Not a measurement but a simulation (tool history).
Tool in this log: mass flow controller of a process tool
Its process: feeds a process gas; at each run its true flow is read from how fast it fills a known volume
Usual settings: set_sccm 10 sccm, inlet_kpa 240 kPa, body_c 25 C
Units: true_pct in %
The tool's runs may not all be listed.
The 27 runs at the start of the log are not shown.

| run | hour | set_sccm | inlet_kpa | body_c | hours of work since the controller was set to zero | hours of work since the controller was changed | true_pct |
|---|---|---|---|---|---|---|---|
| 28 | 2224.5 | 17 | 172 | 24 | 4571 | 4571 | 99.52 |
| 29 | 2333.4 | 17 | 172 | 31 | 4649 | 4649 | 99.35 |
| 30 | 2439.1 | 7 | 212 | 25 | 4725 | 4725 | 98.42 |
|  | 2508.4 | controller's zero set anew |
| 31 | 2519.6 | 17 | 240 | 25 | 8 | 4783 | 100.00 |
| 32 | 2586.0 | 17 | 240 | 25 | 56 | 4831 | 99.96 |
| 33 | 2653.7 | 8 | 240 | 25 | 105 | 4879 | 98.79 |
| 34 | 2726.5 | 8 | 240 | 29 | 157 | 4932 | 98.64 |
| 35 | 2838.2 | 8 | 240 | 29 | 237 | 5012 | 98.65 |
| 36 | 2893.9 | 8 | 240 | 29 | 277 | 5052 | 98.64 |
| 37 | 2947.6 | 2 | 221 | 32 | 316 | 5091 | 97.77 |
| 38 | 3011.6 | 3 | 240 | 33 | 362 | 5137 | 97.94 |
| 39 | 3064.7 | 3 | 240 | 33 | 400 | 5175 | 97.83 |
| 40 | 3114.0 | 9 | 240 | 21 | 436 | 5211 | 99.04 |
| 41 | 3217.2 | 9 | 240 | 21 | 510 | 5285 | 99.06 |
| 42 | 3335.5 | 9 | 240 | 21 | 595 | 5370 | 98.97 |
| 43 | 3438.8 | 13 | 240 | 33 | 669 | 5444 | 99.32 |
| 44 | 3534.3 | 11 | 240 | 25 | 738 | 5513 | 99.08 |

Below are 5 alternative next runs, each starting from the tool's condition after run 44. Predict each:
| A | 3635.3 | 4 | 173 | 21 | 811 | 5586 | ? |
| B | 3635.3 | 10 | 240 | 23 | 811 | 5586 | ? |
| C | 3635.3 | 16 | 248 | 25 | 811 | 5586 | ? |
| D | 3635.3 | 18 | 240 | 20 | 811 | 5586 | ? |
| E | 3635.3 | 10 | 240 | 23 | 811 | 5586 | ? |

| run | true_pct |
|---|---|
| A | 97.92 |
| B | 99.02 |
| C | 99.68 |
| D | 100.19 |
| E | 99.12 |
Stripped of hidden state, with their random variation kept, the same runs would have yielded:
| run | true_pct |
|---|---|
| A | 97.94 |
| B | 99.03 |
| C | 99.69 |
| D | 100.20 |
| E | 99.13 |

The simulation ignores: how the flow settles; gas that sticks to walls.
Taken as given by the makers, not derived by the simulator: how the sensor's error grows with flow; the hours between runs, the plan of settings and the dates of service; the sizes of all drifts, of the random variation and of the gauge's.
